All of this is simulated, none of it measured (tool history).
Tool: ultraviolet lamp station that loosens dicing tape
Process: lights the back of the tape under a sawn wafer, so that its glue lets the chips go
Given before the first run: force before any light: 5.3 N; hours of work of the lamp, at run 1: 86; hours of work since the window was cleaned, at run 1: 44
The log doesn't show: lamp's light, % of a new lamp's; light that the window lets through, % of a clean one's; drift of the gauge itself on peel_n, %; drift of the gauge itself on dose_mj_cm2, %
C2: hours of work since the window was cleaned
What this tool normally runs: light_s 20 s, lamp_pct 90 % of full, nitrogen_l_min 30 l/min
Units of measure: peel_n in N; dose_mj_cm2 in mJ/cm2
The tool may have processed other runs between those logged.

{"run": 1, "day": 0.0, "light_s": 20, "lamp_pct": 90, "nitrogen_l_min": 30, "hours of work of the lamp": 86, "C2": 44, "peel_n": 0.252, "dose_mj_cm2": 292}
{"run": 2, "day": 0.321, "light_s": 20, "lamp_pct": 90, "nitrogen_l_min": 30, "hours of work of the lamp": 91, "C2": 48, "peel_n": 0.27, "dose_mj_cm2": 288}
{"run": 3, "day": 0.633, "light_s": 10, "lamp_pct": 90, "nitrogen_l_min": 30, "hours of work of the lamp": 95, "C2": 53, "peel_n": 0.712, "dose_mj_cm2": 144}
{"run": 4, "day": 1.267, "light_s": 20, "lamp_pct": 94, "nitrogen_l_min": 30, "hours of work of the lamp": 105, "C2": 62, "peel_n": 0.25, "dose_mj_cm2": 295}
{"run": 5, "day": 1.888, "light_s": 20, "lamp_pct": 90, "nitrogen_l_min": 30, "hours of work of the lamp": 114, "C2": 72, "peel_n": 0.269, "dose_mj_cm2": 284}
{"run": 6, "day": 2.4, "light_s": 26, "lamp_pct": 90, "nitrogen_l_min": 30, "hours of work of the lamp": 122, "C2": 79, "peel_n": 0.222, "dose_mj_cm2": 368}
{"run": 7, "day": 3.067, "light_s": 26, "lamp_pct": 90, "nitrogen_l_min": 30, "hours of work of the lamp": 132, "C2": 89, "peel_n": 0.213, "dose_mj_cm2": 371}
{"run": 8, "day": 3.542, "light_s": 20, "lamp_pct": 90, "nitrogen_l_min": 30, "hours of work of the lamp": 139, "C2": 96, "peel_n": 0.241, "dose_mj_cm2": 284}
{"run": 9, "day": 3.904, "light_s": 20, "lamp_pct": 90, "nitrogen_l_min": 30, "hours of work of the lamp": 144, "C2": 101, "peel_n": 0.257, "dose_mj_cm2": 283}
{"run": 10, "day": 4.371, "light_s": 20, "lamp_pct": 90, "nitrogen_l_min": 30, "hours of work of the lamp": 151, "C2": 108, "peel_n": 0.251, "dose_mj_cm2": 279}
{"run": 11, "day": 5.0, "light_s": 20, "lamp_pct": 90, "nitrogen_l_min": 30, "hours of work of the lamp": 160, "C2": 118, "peel_n": 0.262, "dose_mj_cm2": 280}
{"run": 12, "day": 5.688, "light_s": 27, "lamp_pct": 90, "nitrogen_l_min": 30, "hours of work of the lamp": 170, "C2": 128, "peel_n": 0.222, "dose_mj_cm2": 377}
{"run": 13, "day": 6.038, "light_s": 12, "lamp_pct": 90, "nitrogen_l_min": 30, "hours of work of the lamp": 175, "C2": 133, "peel_n": 0.583, "dose_mj_cm2": 164}
{"run": 14, "day": 6.342, "light_s": 12, "lamp_pct": 90, "nitrogen_l_min": 30, "hours of work of the lamp": 180, "C2": 137, "peel_n": 0.583, "dose_mj_cm2": 167}
{"run": 15, "day": 6.825, "light_s": 20, "lamp_pct": 90, "nitrogen_l_min": 10, "hours of work of the lamp": 187, "C2": 145, "peel_n": 0.423, "dose_mj_cm2": 269}
{"run": 16, "day": 7.154, "light_s": 20, "lamp_pct": 90, "nitrogen_l_min": 10, "hours of work of the lamp": 192, "C2": 150, "peel_n": 0.424, "dose_mj_cm2": 278}
{"run": 17, "day": 7.567, "light_s": 20, "lamp_pct": 90, "nitrogen_l_min": 10, "hours of work of the lamp": 198, "C2": 156, "peel_n": 0.413, "dose_mj_cm2": 278}
{"run": 18, "day": 8.0, "light_s": 20, "lamp_pct": 90, "nitrogen_l_min": 10, "hours of work of the lamp": 204, "C2": 162, "peel_n": 0.428, "dose_mj_cm2": 272}
{"run": 19, "day": 8.692, "light_s": 20, "lamp_pct": 90, "nitrogen_l_min": 16, "hours of work of the lamp": 215, "C2": 172, "peel_n": 0.328, "dose_mj_cm2": 273}
{"run": 20, "day": 9.142, "light_s": 20, "lamp_pct": 90, "nitrogen_l_min": 16, "hours of work of the lamp": 221, "C2": 179, "peel_n": 0.342, "dose_mj_cm2": 274}
{"run": 21, "day": 9.454, "light_s": 20, "lamp_pct": 90, "nitrogen_l_min": 16, "hours of work of the lamp": 226, "C2": 184, "peel_n": 0.348, "dose_mj_cm2": 267}
{"run": 22, "day": 9.871, "light_s": 20, "lamp_pct": 90, "nitrogen_l_min": 16, "hours of work of the lamp": 232, "C2": 190, "peel_n": 0.341, "dose_mj_cm2": 271}
{"run": 23, "day": 10.542, "light_s": 27, "lamp_pct": 64, "nitrogen_l_min": 16, "hours of work of the lamp": 242, "C2": 200, "peel_n": 0.353, "dose_mj_cm2": 257}
{"run": 24, "day": 10.9, "light_s": 20, "lamp_pct": 90, "nitrogen_l_min": 29, "hours of work of the lamp": 247, "C2": 205, "peel_n": 0.271, "dose_mj_cm2": 270}
{"run": 25, "day": 11.571, "light_s": 20, "lamp_pct": 62, "nitrogen_l_min": 12, "hours of work of the lamp": 257, "C2": 215, "peel_n": 0.737, "dose_mj_cm2": 184}
{"day": 11.638, "done": "window cleaned of glue's vapour"}
{"run": 26, "day": 11.912, "light_s": 26, "lamp_pct": 90, "nitrogen_l_min": 30, "hours of work of the lamp": 262, "C2": 4, "peel_n": 0.21, "dose_mj_cm2": 367}
{"run": 27, "day": 12.588, "light_s": 34, "lamp_pct": 61, "nitrogen_l_min": 30, "hours of work of the lamp": 272, "C2": 14, "peel_n": 0.23, "dose_mj_cm2": 328}
{"run": 28, "day": 12.983, "light_s": 20, "lamp_pct": 90, "nitrogen_l_min": 29, "hours of work of the lamp": 278, "C2": 20, "peel_n": 0.274, "dose_mj_cm2": 281}
{"run": 29, "day": 13.462, "light_s": 20, "lamp_pct": 84, "nitrogen_l_min": 52, "hours of work of the lamp": 285, "C2": 27, "peel_n": 0.244, "dose_mj_cm2": 261}
{"run": 30, "day": 13.862, "light_s": 20, "lamp_pct": 84, "nitrogen_l_min": 52, "hours of work of the lamp": 291, "C2": 33, "peel_n": 0.249, "dose_mj_cm2": 266}
{"run": 31, "day": 14.175, "light_s": 23, "lamp_pct": 90, "nitrogen_l_min": 33, "hours of work of the lamp": 296, "C2": 38, "peel_n": 0.223, "dose_mj_cm2": 320}
{"run": 32, "day": 14.846, "light_s": 23, "lamp_pct": 90, "nitrogen_l_min": 33, "hours of work of the lamp": 305, "C2": 47, "peel_n": 0.227, "dose_mj_cm2": 319}
{"run": 33, "day": 15.258, "light_s": 23, "lamp_pct": 95, "nitrogen_l_min": 32, "hours of work of the lamp": 312, "C2": 54, "peel_n": 0.219, "dose_mj_cm2": 338}
{"run": 34, "day": 15.696, "light_s": 11, "lamp_pct": 94, "nitrogen_l_min": 59, "hours of work of the lamp": 318, "C2": 60, "peel_n": 0.475, "dose_mj_cm2": 158}
{"run": 35, "day": 16.388, "light_s": 20, "lamp_pct": 89, "nitrogen_l_min": 41, "hours of work of the lamp": 328, "C2": 70, "peel_n": 0.259, "dose_mj_cm2": 271}
{"run": 36, "day": 16.962, "light_s": 20, "lamp_pct": 89, "nitrogen_l_min": 41, "hours of work of the lamp": 337, "C2": 79, "peel_n": 0.248, "dose_mj_cm2": 273}
{"run": 37, "day": 17.425, "light_s": 20, "lamp_pct": 85, "nitrogen_l_min": 41, "hours of work of the lamp": 344, "C2": 86, "peel_n": 0.268, "dose_mj_cm2": 260}
{"run": 38, "day": 17.912, "light_s": 20, "lamp_pct": 85, "nitrogen_l_min": 41, "hours of work of the lamp": 351, "C2": 93, "peel_n": 0.26, "dose_mj_cm2": 252}
{"run": 39, "day": 18.412, "light_s": 20, "lamp_pct": 84, "nitrogen_l_min": 48, "hours of work of the lamp": 358, "C2": 100, "peel_n": 0.254, "dose_mj_cm2": 254}
{"run": 40, "day": 18.871, "light_s": 20, "lamp_pct": 84, "nitrogen_l_min": 48, "hours of work of the lamp": 365, "C2": 107, "peel_n": 0.251, "dose_mj_cm2": 255}
{"run": 41, "day": 19.375, "light_s": 20, "lamp_pct": 79, "nitrogen_l_min": 30, "hours of work of the lamp": 372, "C2": 114, "peel_n": 0.322, "dose_mj_cm2": 238}
{"run": 42, "day": 20.017, "light_s": 20, "lamp_pct": 79, "nitrogen_l_min": 30, "hours of work of the lamp": 382, "C2": 124, "peel_n": 0.314, "dose_mj_cm2": 237}
{"run": 43, "day": 20.342, "light_s": 32, "lamp_pct": 78, "nitrogen_l_min": 30, "hours of work of the lamp": 387, "C2": 129, "peel_n": 0.214, "dose_mj_cm2": 367}

Consider 4 possible next runs. They are alternatives, not a sequence: every one starts from the tool as it was left by run 43. What does each give?
{"run": "A", "day": 20.983, "light_s": 13, "lamp_pct": 99, "nitrogen_l_min": 41, "hours of work of the lamp": 396, "C2": 138, "peel_n": "?", "dose_mj_cm2": "?"}
{"run": "B", "day": 20.983, "light_s": 20, "lamp_pct": 62, "nitrogen_l_min": 10, "hours of work of the lamp": 396, "C2": 138, "peel_n": "?", "dose_mj_cm2": "?"}
{"run": "C", "day": 20.983, "light_s": 20, "lamp_pct": 90, "nitrogen_l_min": 12, "hours of work of the lamp": 396, "C2": 138, "peel_n": "?", "dose_mj_cm2": "?"}
{"run": "D", "day": 20.983, "light_s": 16, "lamp_pct": 67, "nitrogen_l_min": 30, "hours of work of the lamp": 396, "C2": 138, "peel_n": "?", "dose_mj_cm2": "?"}

run=A peel_n=0.387 dose_mj_cm2=190
run=B peel_n=0.825 dose_mj_cm2=184
run=C peel_n=0.394 dose_mj_cm2=265
run=D peel_n=0.617 dose_mj_cm2=162
Stripped of hidden state, with their random variation kept, the same runs would have yielded:
run=A peel_n=0.325 dose_mj_cm2=214
run=B peel_n=0.684 dose_mj_cm2=206
run=C peel_n=0.330 dose_mj_cm2=297
run=D peel_n=0.507 dose_mj_cm2=181
